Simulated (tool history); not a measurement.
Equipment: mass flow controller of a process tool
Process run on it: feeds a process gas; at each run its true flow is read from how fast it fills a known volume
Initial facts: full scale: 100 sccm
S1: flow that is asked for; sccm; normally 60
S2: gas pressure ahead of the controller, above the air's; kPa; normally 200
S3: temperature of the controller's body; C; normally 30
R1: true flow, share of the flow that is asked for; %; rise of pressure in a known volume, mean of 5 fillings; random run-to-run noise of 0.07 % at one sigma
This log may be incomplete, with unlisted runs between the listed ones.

run	hour	S1	S2	S3	R1
1	0.0	60	200	30	99.28
2	211.4	60	200	23	99.97
3	444.6	60	236	30	99.00
4	645.9	60	236	30	99.01
5	877.1	60	200	36	98.59
6	1215.9	60	200	30	99.18
7	1370.1	60	200	30	99.22
8	1664.8	60	200	30	99.32
9	1970.7	60	200	30	99.25
10	2296.5	60	200	30	99.24
11	2456.6	60	200	21	100.12
12	2617.2	60	200	30	99.19
# hour 2719.9: controller exchanged for a calibrated one
13	2966.0	60	200	30	99.12
14	3265.0	60	200	30	99.27
15	3588.5	74	200	30	99.37
16	3937.8	74	200	30	99.29
17	4123.4	25	245	30	98.77
18	4463.7	25	245	30	98.55
19	4713.5	73	222	33	98.85
20	5040.0	73	222	33	98.71
21	5257.6	60	232	31	98.90
22	5639.7	60	232	31	98.90
23	6009.2	94	275	20	99.87
24	6312.2	94	275	21	99.88
25	6497.7	54	222	35	98.48
26	6726.7	36	222	35	98.28
27	7100.6	12	177	26	99.59
28	7272.6	12	177	26	99.45
29	7587.5	12	177	26	99.53

Predict each of these 5 candidate next runs independently; none follows another, all start after run 29:
A	7844.3	38	168	25	?
B	7844.3	47	212	36	?
C	7844.3	82	177	26	?
D	7844.3	30	177	27	?
E	7844.3	70	223	30	?

run	R1
A	99.84
B	98.53
C	99.94
D	99.59
E	99.13
Without the tool's unlogged condition, the same runs would have read:
run	R1
A	99.85
B	98.54
C	99.95
D	99.59
E	99.14
